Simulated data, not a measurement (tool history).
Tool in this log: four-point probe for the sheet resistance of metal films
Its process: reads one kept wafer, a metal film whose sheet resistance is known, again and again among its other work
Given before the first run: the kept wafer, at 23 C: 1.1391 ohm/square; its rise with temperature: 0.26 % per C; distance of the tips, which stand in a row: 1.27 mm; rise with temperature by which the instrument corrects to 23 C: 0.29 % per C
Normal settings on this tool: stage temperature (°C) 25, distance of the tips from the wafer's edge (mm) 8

run	hour	stage temperature (°C)	distance of the tips from the wafer's edge (mm)	sheet resistance as the instrument gives it (ohm/square)
1	0.0	25	8	1.155937
2	24.3	26	8	1.155110
3	62.2	26	8	1.155141
4	90.6	18	8	1.156933
5	125.9	25	20	1.142677
6	156.9	25	20	1.142807
7	191.5	25	20	1.142588
8	219.3	25	43	1.141050
9	248.7	25	43	1.141051
10	272.8	25	43	1.141245
11	290.4	23	8	1.156583
12	313.3	23	8	1.156937
13	335.5	23	8	1.156452
14	358.9	23	8	1.156688
15	376.1	25	66	1.141002
16	395.1	25	66	1.141460
17	416.8	25	8	1.156425
18	451.6	25	8	1.156009
19	488.4	25	8	1.156387
20	516.0	25	8	1.156722
21	549.9	21	10	1.151924
22	570.4	21	10	1.151989
23	607.5	35	8	1.153923
24	635.2	25	30	1.142971
25	660.5	21	10	1.152629
26	701.7	21	10	1.152308
27	726.7	21	10	1.153040
28	747.5	30	3	1.240370
29	784.9	19	3	1.243178
30	802.6	19	3	1.243440
31	830.5	19	3	1.243253
32	863.6	34	21	1.142589
33	903.1	28	67	1.141521
34	924.9	28	21	1.143854
35	965.6	28	21	1.144461
36	989.2	28	21	1.143525
37	1026.2	19	11	1.152283
38	1048.4	34	31	1.140962
39	1086.0	31	11	1.149396

Branching from run 39: 4 alternative next runs. What would each branch give?
A	1116.1	32	70	?
B	1116.1	29	7	?
C	1116.1	24	3	?
D	1116.1	19	7	?

run	sheet resistance as the instrument gives it (ohm/square)
A	1.141681
B	1.161483
C	1.242879
D	1.163999
The same runs, with their run-to-run variation unchanged, on a tool lacking any hidden condition would have given:
run	sheet resistance as the instrument gives it (ohm/square)
A	1.137651
B	1.157383
C	1.238505
D	1.159873
